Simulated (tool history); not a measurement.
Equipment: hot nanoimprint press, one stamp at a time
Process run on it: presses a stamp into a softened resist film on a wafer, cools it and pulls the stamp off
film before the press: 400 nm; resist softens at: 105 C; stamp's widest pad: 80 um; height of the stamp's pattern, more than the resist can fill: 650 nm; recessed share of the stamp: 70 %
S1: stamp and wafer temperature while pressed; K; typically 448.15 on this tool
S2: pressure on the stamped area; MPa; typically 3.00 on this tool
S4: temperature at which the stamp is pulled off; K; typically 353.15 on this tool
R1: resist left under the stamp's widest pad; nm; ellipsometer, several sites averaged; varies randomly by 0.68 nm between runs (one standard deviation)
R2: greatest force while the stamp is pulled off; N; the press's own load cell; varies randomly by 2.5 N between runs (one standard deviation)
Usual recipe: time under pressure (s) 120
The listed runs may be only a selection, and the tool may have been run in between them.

run 1 hour=0.0 | S1=448.15 S2=3.00 time_under_pressure_(s)=120 S4=353.15 | R1=215.4 R2=119
run 2 hour=63.6 | S1=448.15 S2=4.12 time_under_pressure_(s)=120 S4=353.15 | R1=181.7 R2=122
run 3 hour=118.9 | S1=448.15 S2=3.00 time_under_pressure_(s)=120 S4=349.15 | R1=214.7 R2=130
-- hour=138.8 plate thermocouple calibrated
run 4 hour=185.3 | S1=448.15 S2=3.00 time_under_pressure_(s)=120 S4=349.15 | R1=210.1 R2=131
-- hour=215.1 stamp cleaned and given a new release coat
run 5 hour=235.4 | S1=448.15 S2=3.00 time_under_pressure_(s)=120 S4=349.15 | R1=210.4 R2=124
run 6 hour=304.4 | S1=448.15 S2=3.00 time_under_pressure_(s)=72 S4=353.15 | R1=244.5 R2=118
run 7 hour=343.5 | S1=448.15 S2=3.00 time_under_pressure_(s)=72 S4=353.15 | R1=242.5 R2=124
run 8 hour=393.8 | S1=448.15 S2=3.00 time_under_pressure_(s)=62 S4=353.15 | R1=254.2 R2=128
-- hour=407.1 plate thermocouple calibrated, once more
-- hour=434.3 stamp cleaned and given a new release coat
run 9 hour=460.4 | S1=448.15 S2=3.00 time_under_pressure_(s)=207 S4=353.15 | R1=187.3 R2=116
run 10 hour=502.0 | S1=448.15 S2=3.00 time_under_pressure_(s)=156 S4=353.15 | R1=204.0 R2=125
run 11 hour=575.1 | S1=448.15 S2=3.00 time_under_pressure_(s)=120 S4=353.15 | R1=221.0 R2=133
-- hour=649.5 stamp cleaned and given a new release coat
run 12 hour=659.8 | S1=448.15 S2=3.00 time_under_pressure_(s)=120 S4=339.15 | R1=219.3 R2=137
run 13 hour=729.9 | S1=448.15 S2=3.00 time_under_pressure_(s)=120 S4=339.15 | R1=219.0 R2=148
run 14 hour=782.4 | S1=448.15 S2=3.00 time_under_pressure_(s)=120 S4=339.15 | R1=218.0 R2=148
-- hour=826.2 press's hydraulic seals changed and the load cell set to zero
run 15 hour=833.8 | S1=448.15 S2=3.00 time_under_pressure_(s)=119 S4=348.15 | R1=216.6 R2=144
-- hour=873.5 stamp cleaned and given a new release coat
run 16 hour=891.8 | S1=448.15 S2=3.00 time_under_pressure_(s)=201 S4=353.15 | R1=182.9 R2=115
run 17 hour=940.3 | S1=437.15 S2=2.48 time_under_pressure_(s)=120 S4=353.15 | R1=323.9 R2=124
-- hour=992.5 plate thermocouple calibrated
run 18 hour=1020.5 | S1=447.15 S2=3.00 time_under_pressure_(s)=120 S4=351.15 | R1=229.0 R2=140
run 19 hour=1073.7 | S1=447.15 S2=3.00 time_under_pressure_(s)=120 S4=351.15 | R1=229.2 R2=137
-- hour=1089.3 stamp cleaned and given a new release coat
run 20 hour=1136.1 | S1=447.15 S2=3.00 time_under_pressure_(s)=120 S4=351.15 | R1=229.0 R2=123
run 21 hour=1198.3 | S1=436.15 S2=4.18 time_under_pressure_(s)=226 S4=359.15 | R1=244.8 R2=111
run 22 hour=1276.2 | S1=436.15 S2=3.02 time_under_pressure_(s)=226 S4=338.15 | R1=277.7 R2=160
-- hour=1305.4 stamp cleaned and given a new release coat
run 23 hour=1349.4 | S1=440.15 S2=3.00 time_under_pressure_(s)=72 S4=353.15 | R1=314.7 R2=119
run 24 hour=1383.6 | S1=440.15 S2=3.00 time_under_pressure_(s)=72 S4=353.15 | R1=314.3 R2=124
run 25 hour=1416.4 | S1=446.15 S2=3.00 time_under_pressure_(s)=120 S4=353.15 | R1=234.6 R2=127
run 26 hour=1485.3 | S1=438.15 S2=2.02 time_under_pressure_(s)=128 S4=347.15 | R1=330.3 R2=141
-- hour=1521.5 stamp cleaned and given a new release coat
run 27 hour=1529.3 | S1=448.15 S2=4.76 time_under_pressure_(s)=147 S4=353.15 | R1=160.6 R2=116
-- hour=1570.6 plate thermocouple calibrated
run 28 hour=1587.0 | S1=457.15 S2=3.00 time_under_pressure_(s)=120 S4=351.15 | R1=162.5 R2=123

Branching from run 28: 5 alternative next runs. What would each branch give?
run A hour=1660.4 | S1=457.15 S2=3.00 time_under_pressure_(s)=101 S4=351.15 | R1=? R2=?
run B hour=1660.4 | S1=442.15 S2=3.00 time_under_pressure_(s)=202 S4=353.15 | R1=? R2=?
run C hour=1660.4 | S1=445.15 S2=3.00 time_under_pressure_(s)=120 S4=349.15 | R1=? R2=?
run D hour=1660.4 | S1=436.15 S2=2.63 time_under_pressure_(s)=68 S4=351.15 | R1=? R2=?
run E hour=1660.4 | S1=441.15 S2=3.05 time_under_pressure_(s)=201 S4=353.15 | R1=? R2=?

run=A R1=172.3 R2=135
run=B R1=234.2 R2=127
run=C R1=244.2 R2=137
run=D R1=353.4 R2=130
run=E R1=242.6 R2=126
Had the tool no hidden state, the same runs would have come out as:
run=A R1=171.2 R2=122
run=B R1=233.0 R2=114
run=C R1=243.0 R2=123
run=D R1=353.0 R2=117
run=E R1=241.4 R2=113
